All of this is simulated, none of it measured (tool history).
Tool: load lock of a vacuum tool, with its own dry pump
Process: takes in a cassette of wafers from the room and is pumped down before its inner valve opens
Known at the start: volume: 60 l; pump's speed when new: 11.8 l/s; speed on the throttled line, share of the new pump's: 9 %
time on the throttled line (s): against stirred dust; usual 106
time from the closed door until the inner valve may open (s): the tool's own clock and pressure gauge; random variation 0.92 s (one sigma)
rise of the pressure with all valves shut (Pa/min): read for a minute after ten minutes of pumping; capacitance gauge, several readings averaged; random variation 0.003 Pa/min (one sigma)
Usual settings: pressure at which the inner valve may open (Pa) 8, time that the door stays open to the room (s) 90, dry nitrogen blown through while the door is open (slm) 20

run	hour	time on the throttled line (s)	pressure at which the inner valve may open (Pa)	time that the door stays open to the room (s)	dry nitrogen blown through while the door is open (slm)	incoming humidity of the room's air, %	time from the closed door until the inner valve may open (s)	rise of the pressure with all valves shut (Pa/min)
1	0.0	106	8	90	20	44.7	151.9	0.233
2	234.6	106	8	90	20	43.3	150.9	0.249
3	657.7	106	8	90	14	44.1	151.5	0.268
4	1081.0	106	8	90	14	48.0	153.1	0.291
5	1394.2	106	8	90	14	44.6	150.0	0.303
6	1651.3	106	8	90	21	45.4	151.2	0.296
7	2084.1	106	8	90	20	45.6	154.6	0.312
8	2546.9	106	8	90	20	46.2	151.7	0.354
9	2736.4	106	8	90	20	44.7	153.2	0.360
10	3147.4	106	8	90	20	46.1	153.6	0.378
11	3511.1	106	8	90	20	46.1	153.1	0.389
12	3756.0	106	9	90	20	43.0	151.3	0.421
13	4017.4	106	9	90	20	43.3	153.1	0.427
14	4332.5	206	8	90	20	45.1	242.3	0.441
15	4572.2	206	8	90	20	44.1	242.0	0.472
16	4876.0	106	8	90	20	48.0	155.0	0.491
17	5275.0	106	8	73	20	45.7	154.6	0.500
18	5632.1	106	8	73	20	45.7	154.6	0.516
19	5927.5	106	8	90	20	42.4	153.7	0.537
20	6170.1	149	8	90	20	47.1	194.0	0.551
21	6614.8	149	8	90	20	47.3	193.6	0.582
22	6811.3	55	10	42	28	44.4	107.4	0.579
23	7042.7	55	10	42	28	46.2	109.2	0.589
# hour 7115.9: door's seal changed, seat wiped
24	7483.2	55	10	42	28	47.4	109.4	0.021
# hour 7582.0: dry pump taken out, an overhauled one fitted
25	7886.2	106	11	90	20	42.4	143.8	0.046
26	8222.1	76	11	80	11	43.0	117.0	0.064
27	8527.7	53	7	90	20	44.9	98.1	0.057
28	8938.7	58	8	84	6	44.1	101.1	0.102
29	9137.1	197	14	71	44	46.7	224.6	0.054
30	9430.0	106	7	90	15	46.6	147.3	0.086
31	9686.6	146	7	132	15	45.3	183.8	0.106
32	9904.0	146	7	132	15	44.4	184.1	0.110
33	10193.7	146	7	132	7	45.9	182.6	0.145
34	10387.0	146	7	132	7	45.2	183.1	0.153
35	10821.3	146	7	132	7	42.9	180.6	0.159
36	11170.6	146	7	132	7	45.4	181.9	0.176
37	11440.0	79	11	132	7	44.3	120.1	0.177
38	11840.0	79	11	132	7	43.6	120.2	0.183

3 ways to go on from here, each from the tool as it stands after run 38. What would each give?
A	12079.3	79	8	132	7	44.5	?	?
B	12079.3	79	11	105	7	46.6	?	?
C	12079.3	166	11	32	4	45.8	?	?

run	time from the closed door until the inner valve may open (s)	rise of the pressure with all valves shut (Pa/min)
A	123.0	0.200
B	120.3	0.186
C	199.8	0.154
Without the tool's hidden state the same runs would have given:
run	time from the closed door until the inner valve may open (s)	rise of the pressure with all valves shut (Pa/min)
A	120.6	0.089
B	118.0	0.075
C	197.9	0.042
